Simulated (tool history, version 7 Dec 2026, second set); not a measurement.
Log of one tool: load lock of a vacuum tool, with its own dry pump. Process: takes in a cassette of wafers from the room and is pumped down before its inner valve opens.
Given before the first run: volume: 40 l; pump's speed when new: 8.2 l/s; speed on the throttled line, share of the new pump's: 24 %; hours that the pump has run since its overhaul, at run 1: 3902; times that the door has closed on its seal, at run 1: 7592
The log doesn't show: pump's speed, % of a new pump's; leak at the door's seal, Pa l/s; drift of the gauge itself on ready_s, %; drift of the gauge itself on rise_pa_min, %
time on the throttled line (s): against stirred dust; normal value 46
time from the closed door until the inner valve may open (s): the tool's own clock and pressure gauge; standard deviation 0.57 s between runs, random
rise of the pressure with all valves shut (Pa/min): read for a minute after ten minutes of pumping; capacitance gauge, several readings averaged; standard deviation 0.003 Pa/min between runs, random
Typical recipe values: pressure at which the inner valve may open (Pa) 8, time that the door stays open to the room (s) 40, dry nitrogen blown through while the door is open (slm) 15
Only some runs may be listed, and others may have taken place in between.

run,hour,time on the throttled line (s),pressure at which the inner valve may open (Pa),time that the door stays open to the room (s),dry nitrogen blown through while the door is open (slm),hours that the pump has run since its overhaul,times that the door has closed on its seal,"incoming humidity of the room's air, %",time from the closed door until the inner valve may open (s),rise of the pressure with all valves shut (Pa/min)
1,0,46,8,40,15,3902,7592,43.7,84.8,0.084
2,89,46,8,40,15,3991,7733,44.3,86,0.092
3,218.3,46,8,40,5,4120,7938,45.3,86.4,0.101
4,334.5,46,8,40,5,4237,8121,45.8,85,0.111
5,469.3,46,8,40,5,4371,8335,45.4,87,0.107
6,598.7,46,8,40,5,4501,8539,48.1,86.5,0.105
7,713.2,46,8,40,5,4615,8720,46.4,85.3,0.118
8,839.5,46,8,40,5,4742,8920,44.2,85.1,0.107
9,990.9,46,8,40,5,4893,9160,46.3,86.4,0.115
10,1133.4,46,8,40,28,5036,9385,42,85.6,0.09
11,1286.3,46,8,40,28,5188,9627,45.9,86.2,0.094
12,1397.4,46,8,40,28,5299,9803,44.3,86.6,0.096
13,1549.1,46,8,40,15,5451,10043,42.2,87.6,0.109
14,1657.8,73,8,40,15,5560,10215,45.7,106,0.104
15,1780.3,73,8,40,15,5682,10408,44.4,107.4,0.107
16,1861.2,73,8,40,15,5763,10536,47.3,106.7,0.108
17,1961.5,46,8,40,15,5864,10695,46.6,88.7,0.118
18,2066.4,50,8,40,15,5968,10861,46,88.7,0.118
19,2142.4,50,8,40,15,6045,10981,42.3,89.7,0.12
20,2271.6,50,8,40,15,6174,11186,44.4,89.7,0.12
21,2402.3,24,11,146,14,6304,11392,39.4,70.2,0.144
22,2539.7,24,11,146,14,6442,11610,44.9,69.5,0.156
23,2619.1,24,11,146,6,6521,11735,48.3,70,0.185
24,2740.6,46,9,53,15,6643,11927,47.2,86.8,0.134
25,2883.3,46,9,53,15,6785,12153,45.2,87.7,0.133
26,3020.2,46,9,53,15,6922,12370,43.4,86.9,0.135
27,3125.3,46,14,51,15,7027,12536,44.3,85.1,0.139
28,3189.3,44,14,76,11,7091,12637,43.8,84.1,0.156
29,3304.9,52,10,26,10,7207,12820,46.1,92.3,0.134
30,3400.1,46,15,35,15,7302,12971,47.2,85.3,0.135
31,3544.2,46,8,170,38,7446,13198,44.2,89.2,0.144
32,3657.3,46,8,170,38,7559,13377,44.6,88.2,0.151
33,3794.4,46,8,170,38,7697,13594,43.4,89.2,0.159
34,3928.3,44,9,45,29,7830,13806,45.3,86.8,0.144
35,4040.2,24,9,69,17,7942,13983,45,73.7,0.161
36,4154.8,24,9,69,17,8057,14164,43,73.8,0.161
37,4245.9,24,9,69,17,8148,14308,44.5,72.6,0.16
38,4382.6,24,9,95,17,8285,14525,44,75,0.168

Run by run, hidden condition taken away, random variation retained:
run,time from the closed door until the inner valve may open (s),rise of the pressure with all valves shut (Pa/min)
1,81.2,0.04
2,82.3,0.045
3,82.5,0.054
4,81.1,0.061
5,82.9,0.056
6,82.3,0.053
7,81,0.062
8,80.7,0.051
9,81.8,0.056
10,80.9,0.029
11,81.3,0.031
12,81.7,0.031
13,82.4,0.042
14,101.7,0.037
15,103,0.036
16,102.2,0.037
17,82.9,0.045
18,83.1,0.042
19,84,0.044
20,83.9,0.041
21,63.5,0.064
22,62.7,0.072
23,63,0.103
24,80.5,0.047
25,81.2,0.046
26,80.4,0.044
27,78.7,0.044
28,77.6,0.06
29,85.6,0.039
30,78.7,0.038
31,81.7,0.044
32,80.6,0.049
33,81.5,0.054
34,78.9,0.037
35,64.6,0.051
36,64.5,0.05
37,63.4,0.048
38,65.4,0.052
